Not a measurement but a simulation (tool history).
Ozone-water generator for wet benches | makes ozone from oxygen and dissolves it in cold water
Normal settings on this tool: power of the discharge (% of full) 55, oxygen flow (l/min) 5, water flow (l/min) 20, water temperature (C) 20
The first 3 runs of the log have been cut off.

run     day  power of the discharge (% of full)  oxygen flow (l/min)  water flow (l/min)  water temperature (C)  dissolved ozone (ppm)  ozone in the gas ahead of the water (g/m3)
      9.942  -- water thermometer calibrated
  4  10.738                                  55                    5                  17                     20                   20.6                                       164.5
  5  15.946                                  55                    5                  17                     20                   20.3                                       164.6
  6  21.196                                  55                    5                  20                     15                   19.1                                       161.8
  7  26.088                                  55                    5                  20                     15                   18.8                                       160.7
  8  31.271                                  55                    5                  20                     15                     19                                       161.6
  9  35.617                                  55                    5                  20                     15                   18.9                                       160.4
 10  38.971                                  55                    5                  20                     15                   18.7                                       158.9
 11  41.779                                  55                    5                  20                     20                   17.3                                         160
 12  44.746                                  55                    5                  25                     20                   14.6                                       160.2
 13    50.4                                  55                    5                  25                     20                   14.4                                       161.3
 14  52.817                                  55                 5.91                  20                     20                   16.9                                       144.2
 15  57.175                                  55                 4.75                  20                     20                   17.3                                       163.4
 16  62.758                                  55                 4.75                  20                     20                   17.3                                       163.8
 17  68.104                                  55                    5                  20                     13                   18.7                                       157.7
 18  70.625                                  55                    5                  20                     13                   18.9                                       158.4
 19  73.596                                  55                    5                  20                     13                   18.6                                       157.8
 20  79.029                                  61                    5                  13                     13                   28.3                                       170.1

For run 21, what comes out?
 21  82.554                                  48                 5.67                  22                     22                      ?                                           ?

{"run 21": {"dissolved ozone (ppm)": 13.4, "ozone in the gas ahead of the water (g/m3)": 127.6}}
With no hidden state in the tool, this same run would have given dissolved ozone (ppm) 14.4, ozone in the gas ahead of the water (g/m3) 134.
